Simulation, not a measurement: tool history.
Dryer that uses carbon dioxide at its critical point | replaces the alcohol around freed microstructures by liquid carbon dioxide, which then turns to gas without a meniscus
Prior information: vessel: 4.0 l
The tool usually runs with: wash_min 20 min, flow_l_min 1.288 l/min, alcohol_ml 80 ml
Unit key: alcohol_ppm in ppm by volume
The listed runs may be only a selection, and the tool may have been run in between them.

run,hour,wash_min,flow_l_min,alcohol_ml,alcohol_ppm
1,0,20,1.288,80,142
2,50.8,20,1.288,80,161
# hour 103.6: inlet filter changed
3,118,20,1.288,80,140
4,187.8,20,1.288,108,204
5,253.2,12,1.288,80,952
6,303.6,12,1.288,80,974
7,358.4,12,1.288,80,1024
8,422.6,20,1.288,80,257
9,473.4,20,1.288,80,287
10,522.5,20,1.288,80,304
11,561.1,20,1.11,80,454
12,630.2,20,1.11,80,505
# hour 675.6: inlet filter changed
13,678.1,20,1.288,80,324
14,737.9,20,1.288,80,330
15,769.8,20,1.288,80,355
# hour 813.1: purifier's bed changed
16,827.5,19,1.288,80,148
17,871.4,20,1.06,80,308
18,922.6,20,1.288,80,149
19,983.5,20,1.288,80,167
20,1032.5,20,1.288,80,195
21,1105.3,20,1.288,65,196
22,1154.8,20,1.288,65,221
23,1186.8,20,1.288,65,231
24,1218.7,20,1.79,30,129
# hour 1252.7: inlet filter changed
25,1285.9,20,1.79,30,144
26,1342.7,20,1.79,30,171
27,1387.9,20,1.79,30,180
28,1430.6,23,1.64,81,190
29,1497.7,23,1.64,81,221
30,1544.9,13,1.288,20,419
31,1598.2,22,1.288,35,277
# hour 1654.6: purifier's bed changed
32,1658.8,22,1.288,80,86
33,1705.3,31,1.28,80,26
34,1743.5,18,1.3,24,93
35,1800.1,15,1.3,24,188
# hour 1831.4: inlet filter changed
36,1844.6,31,0.97,80,102
37,1905.2,14,1.75,48,150
38,1976.4,14,1.75,48,182
39,2035.8,15,1.75,48,177
40,2098.5,15,1.75,48,194
41,2131.2,19,1.39,96,280
42,2179.5,19,1.39,96,294
43,2232.1,19,1.39,96,315
44,2269.7,26,1.62,54,187
45,2303.9,16,2.18,54,217
46,2365.7,16,2.18,54,233

The same runs without the tool's hidden state, with the same run-to-run variation:
Hidden state present: flow that reaches the vessel past the clogged filter, %; alcohol in the recycled carbon dioxide, ppm; drift of the gauge itself on alcohol_ppm, %.
run,alcohol_ppm
1,96
2,95
3,93
4,129
5,811
6,798
7,810
8,94
9,106
10,103
11,208
12,216
13,101
14,94
15,102
16,130
17,257
18,98
19,94
20,99
21,79
22,82
23,80
24,5
25,0
26,6
27,6
28,3
29,14
30,166
31,25
32,62
33,5
34,47
35,105
36,41
37,69
38,75
39,48
40,46
41,108
42,100
43,105
44,0
45,17
46,12

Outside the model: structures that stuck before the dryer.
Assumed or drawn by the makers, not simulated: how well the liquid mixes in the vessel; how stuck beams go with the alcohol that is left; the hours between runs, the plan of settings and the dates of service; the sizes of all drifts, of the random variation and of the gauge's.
